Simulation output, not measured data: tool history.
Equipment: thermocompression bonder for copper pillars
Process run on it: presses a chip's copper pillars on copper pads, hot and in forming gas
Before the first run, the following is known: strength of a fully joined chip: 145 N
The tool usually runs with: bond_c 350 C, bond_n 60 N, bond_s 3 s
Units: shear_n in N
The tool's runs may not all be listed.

run,hour,bond_c,bond_n,bond_s,shear_n
1,0,350,60,3,95.4
2,58,350,60,3,93.9
3,87.8,350,60,3,92.8
4,151.5,324,60,3,74.8
# hour 162.8: forming gas filter changed
5,192.9,332,60,3,88.2
6,242.6,350,45,3,80.3
7,302.3,350,45,3,78.4
8,362,350,83,3,115.2
9,409.4,350,60,3,96.1
10,439.7,350,60,3,92.5
11,495.3,350,60,3,94
# hour 561.6: forming gas filter changed
12,561.6,350,60,3,98.9
# hour 603.4: heater calibrated with a thermocouple chip
13,603.4,350,56,3,100.9
14,666.1,350,60,3,102.5
15,729.7,350,60,3,102.2
16,794.4,350,45,3,81.7
17,832.6,350,45,3,82.6
18,885.5,350,82,3,115.9
19,914.3,350,82,3,112.7
# hour 961: forming gas filter changed
20,971.8,350,82,3,123.7
21,1001.7,347,53,4,101.8
22,1050.5,351,66,5,121.1
23,1103,328,66,2,82.7
24,1144.5,328,66,2,81.9
25,1174.4,377,57,9,132.2
26,1238.3,377,77,4,128
27,1299.6,320,40,3,54.9
28,1349,373,87,4,128
# hour 1357.9: forming gas filter changed
29,1402.3,328,37,4,66.3
30,1439.8,332,47,2,65
31,1483,377,44,5,110.7
32,1546.2,347,64,2,92.8
33,1592.7,364,39,2,71.3
34,1640.6,350,60,2,87.6
35,1672.2,350,74,3,111.1
36,1714.2,334,60,3,86.1
# hour 1758: forming gas filter changed
37,1761.2,334,50,3,82.1
38,1799.7,350,68,5,120.3
39,1856.3,350,68,5,118.1

Table of differences, measured result less the result of that run with no hidden state. Run-to-run variation is the same in both. Gauge scatter possibly is not:
The tool's hidden condition here consists of: true temperature of the bond over the reading, C; force that reaches the chip, % of what is set; oxide that the forming gas leaves, % of the face; drift of the gauge itself on shear_n, %.
run,shear_n
1,-10
2,-11.4
3,-12
4,-12.7
5,-6.2
6,-6.7
7,-7.7
8,-9.4
9,-10.5
10,-11
11,-12.7
12,-5.8
13,-0.3
14,-1.9
15,-3.4
16,-4
17,-4.9
18,-8.3
19,-8.9
20,-0.6
21,-1.3
22,-2.8
23,-3.2
24,-4
25,-6.4
26,-8.1
27,-5.3
28,-11.7
29,-1.9
30,-2.4
31,-3.9
32,-5.3
33,-5
34,-7.1
35,-9.2
36,-9.1
37,-2.3
38,-2.7
39,-4.2
